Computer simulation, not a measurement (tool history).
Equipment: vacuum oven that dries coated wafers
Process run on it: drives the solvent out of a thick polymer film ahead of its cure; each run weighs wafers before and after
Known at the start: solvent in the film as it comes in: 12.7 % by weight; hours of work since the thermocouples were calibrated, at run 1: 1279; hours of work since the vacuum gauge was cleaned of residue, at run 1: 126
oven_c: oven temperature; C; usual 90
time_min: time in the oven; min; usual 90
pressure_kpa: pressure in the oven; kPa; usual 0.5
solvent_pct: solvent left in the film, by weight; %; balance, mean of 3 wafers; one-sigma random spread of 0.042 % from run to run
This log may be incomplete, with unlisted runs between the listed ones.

run,hour,oven_c,time_min,pressure_kpa,hours of work since the thermocouples were calibrated,hours of work since the vacuum gauge was cleaned of residue,solvent_pct
1,0,90,90,0.5,1279,126,1.05
2,42.1,95,90,0.5,1311,157,0.5
3,63.7,95,90,0.5,1327,173,0.56
4,101.3,90,90,0.5,1355,201,1.02
5,130.9,90,90,1.591,1376,223,1.53
6,152.2,90,61,0.5,1392,239,2.08
7,183.1,90,61,0.5,1415,262,2.17
8,221.4,90,99,0.5,1444,290,0.86
9,248.8,90,90,0.5,1464,311,1.07
10,290,90,122,0.5,1494,341,0.6
11,316.1,90,122,0.5,1514,361,0.61
12,348.3,90,122,0.5,1538,384,0.65
13,369.8,87,122,0.5,1554,400,1.02
14,408.2,87,122,0.5,1582,429,0.9
# hour 412.7: oven's thermocouples calibrated
15,448.6,90,75,0.5,27,457,1.92
16,476.5,90,75,0.5,47,478,1.83
17,495.6,90,46,0.289,61,492,3.45
18,540,90,46,0.289,94,525,3.39
19,562.1,105,107,0.497,111,542,0.25
# hour 588.1: oven's thermocouples calibrated, once more
20,606.3,103,46,1.779,14,573,0.89
21,628.5,102,52,1.779,30,589,0.87
22,649.3,79,90,0.664,45,605,2.75
23,689.9,79,90,0.664,76,635,2.71
24,734,78,85,0.566,108,667,3.09

What does the tool deliver on the next run?
25,774.7,78,85,1.191,138,698,?

solvent_pct: 3.54 %
Minus the tool's unlogged condition, the same run would have read solvent_pct 3.25 %.
